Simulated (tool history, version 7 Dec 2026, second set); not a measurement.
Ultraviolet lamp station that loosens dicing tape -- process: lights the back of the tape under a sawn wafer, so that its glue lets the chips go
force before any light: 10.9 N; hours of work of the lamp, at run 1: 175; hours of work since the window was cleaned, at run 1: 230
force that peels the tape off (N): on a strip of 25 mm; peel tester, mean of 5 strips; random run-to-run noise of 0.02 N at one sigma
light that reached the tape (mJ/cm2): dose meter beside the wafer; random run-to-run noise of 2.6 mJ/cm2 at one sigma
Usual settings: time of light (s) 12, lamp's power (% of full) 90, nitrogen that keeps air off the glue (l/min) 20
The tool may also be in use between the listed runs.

run	day	time of light (s)	lamp's power (% of full)	nitrogen that keeps air off the glue (l/min)	hours of work of the lamp	hours of work since the window was cleaned	force that peels the tape off (N)	light that reached the tape (mJ/cm2)
1	0.000	12	90	20	175	230	1.293	282
2	0.200	12	90	20	179	234	1.289	286
3	0.404	12	89	20	182	237	1.355	279
4	0.638	12	90	18	186	241	1.381	284
5	0.929	12	90	18	190	245	1.372	281
6	1.138	12	90	18	193	249	1.397	281
7	1.308	12	76	20	196	251	1.851	238
8	1.575	12	90	20	201	256	1.354	279
9	1.917	12	90	20	206	261	1.366	281
10	2.179	12	90	20	210	265	1.350	276
11	2.483	12	90	20	215	270	1.398	274
12	2.646	12	74	20	218	273	1.957	230
13	2.808	12	65	20	220	275	2.411	198
14	3.029	12	66	20	224	279	2.346	195
15	3.275	12	66	20	228	283	2.425	200
16	3.471	12	87	20	231	286	1.470	263
17	3.679	12	71	20	234	289	2.157	216
18	4.021	18	62	9	240	295	1.875	281
19	4.383	18	62	9	245	300	1.864	284
20	4.646	7	71	19	250	305	4.196	127
21	4.967	7	71	19	255	310	4.154	124
22	5.188	7	71	19	258	313	4.285	128
# day 5.229: window cleaned of glue's vapour
23	5.521	7	71	9	263	5	5.272	116
24	5.750	7	77	9	267	8	4.824	121
25	5.983	7	77	9	271	12	4.797	125
26	6.371	22	90	39	277	18	0.330	451
27	6.700	6	90	39	282	23	3.889	125
28	6.983	6	65	39	287	28	4.977	91
# day 7.033: window cleaned of glue's vapour, once more
29	7.367	10	74	39	292	5	1.996	201
30	7.550	11	77	36	295	8	1.673	228
31	7.783	13	75	8	299	12	2.182	266
32	7.958	13	75	8	302	15	2.142	262
33	8.342	16	62	20	308	21	1.490	269
34	8.708	13	93	20	314	27	0.974	323

Measured result minus the same run's result without the hidden state. Both carry the same run-to-run variation, though not necessarily the same gauge scatter:
Unlogged tool condition in this case: lamp's light, % of a new lamp's; light that the window lets through, % of a clean one's; drift of the gauge itself on peel_n, %; drift of the gauge itself on dose_mj_cm2, %.
run	force that peels the tape off (N)	light that reached the tape (mJ/cm2)
1	+0.335	-44
2	+0.342	-44
3	+0.360	-45
4	+0.368	-45
5	+0.377	-47
6	+0.384	-47
7	+0.464	-40
8	+0.386	-48
9	+0.400	-49
10	+0.399	-49
11	+0.417	-51
12	+0.514	-42
13	+0.580	-37
14	+0.576	-39
15	+0.604	-39
16	+0.452	-52
17	+0.577	-44
18	+0.548	-58
19	+0.555	-59
20	+0.746	-26
21	+0.751	-27
22	+0.786	-27
23	+1.067	-35
24	+1.053	-39
25	+1.055	-39
26	+0.156	-147
27	+1.111	-41
28	+1.091	-29
29	+0.338	-23
30	+0.316	-26
31	+0.371	-32
32	+0.371	-31
33	+0.317	-34
34	+0.241	-42

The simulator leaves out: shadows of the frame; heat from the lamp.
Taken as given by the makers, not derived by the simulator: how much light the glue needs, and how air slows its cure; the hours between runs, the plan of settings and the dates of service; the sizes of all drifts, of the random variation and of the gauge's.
